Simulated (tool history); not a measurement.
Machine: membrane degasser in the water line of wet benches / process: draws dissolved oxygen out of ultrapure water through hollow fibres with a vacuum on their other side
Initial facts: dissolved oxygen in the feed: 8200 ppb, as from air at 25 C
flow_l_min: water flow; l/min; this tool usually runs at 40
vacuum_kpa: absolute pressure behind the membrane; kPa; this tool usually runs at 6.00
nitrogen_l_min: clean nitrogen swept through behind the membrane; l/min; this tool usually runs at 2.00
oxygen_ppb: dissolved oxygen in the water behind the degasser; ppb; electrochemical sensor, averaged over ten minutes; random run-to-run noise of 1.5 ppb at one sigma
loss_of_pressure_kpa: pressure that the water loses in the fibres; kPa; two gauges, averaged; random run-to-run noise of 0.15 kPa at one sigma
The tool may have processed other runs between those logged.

run   hour  flow_l_min  vacuum_kpa  nitrogen_l_min  oxygen_ppb  loss_of_pressure_kpa
  1    0.0          40        6.00            2.00       149.6                 26.66
  2   47.2          40        6.00            2.00       154.7                 26.56
  3   77.8          40        6.00            2.00       153.8                 26.69
  4  114.2          40        6.55            2.00       178.7                 26.57
  5  148.9          40        6.55            2.00       175.2                 26.79
  6  185.6          40        6.00            1.23       219.5                 26.94
  7  224.2          40        6.00            2.45       132.2                 26.81
  8  247.2          40        6.00            2.45       134.0                 26.76
  9  287.5          40        6.00            2.45       134.2                 26.82
 10  315.9          40        6.00            2.45       131.5                 26.67
 11  345.3          40        4.89            2.45        92.4                 26.99
 12  386.8          37       14.85            0.98       848.5                 24.71
 13  436.6          53        8.88            1.10       594.6                 35.22
 14  478.8          53        8.88            1.10       587.3                 35.24
 15  509.9          53        8.88            1.10       582.9                 35.33
 16  552.8          63        6.00            4.51       258.9                 42.20
 17  598.7          63        6.00            4.51       261.0                 42.03
 18  645.0          31       12.24            2.16       302.8                 21.11

Not shown: 2 entries that the log had between the listed runs. Between which runs, and how does the tool's hidden state differ before and after?
Runs 12 to 13: vacuum gauge calibrated (hour 389.5)
  true pressure behind the membrane over the reading, kPa: 0.05 -> 0.06; air that leaks in behind the membrane, l/min: 0.0207 -> 0.0208
  the result without the hidden state subtracted from the measured one, oxygen_ppb: +6.1 -> +7.3 ppb; loss_of_pressure_kpa: +0.17 -> +0.24 kPa
Runs 14 to 15: vacuum gauge calibrated, once more (hour 488.9)
  true pressure behind the membrane over the reading, kPa: 0.06 -> 0.01
  the result without the hidden state subtracted from the measured one, oxygen_ppb: +7.3 -> +2.7 ppb; loss_of_pressure_kpa: +0.24 -> +0.24 kPa
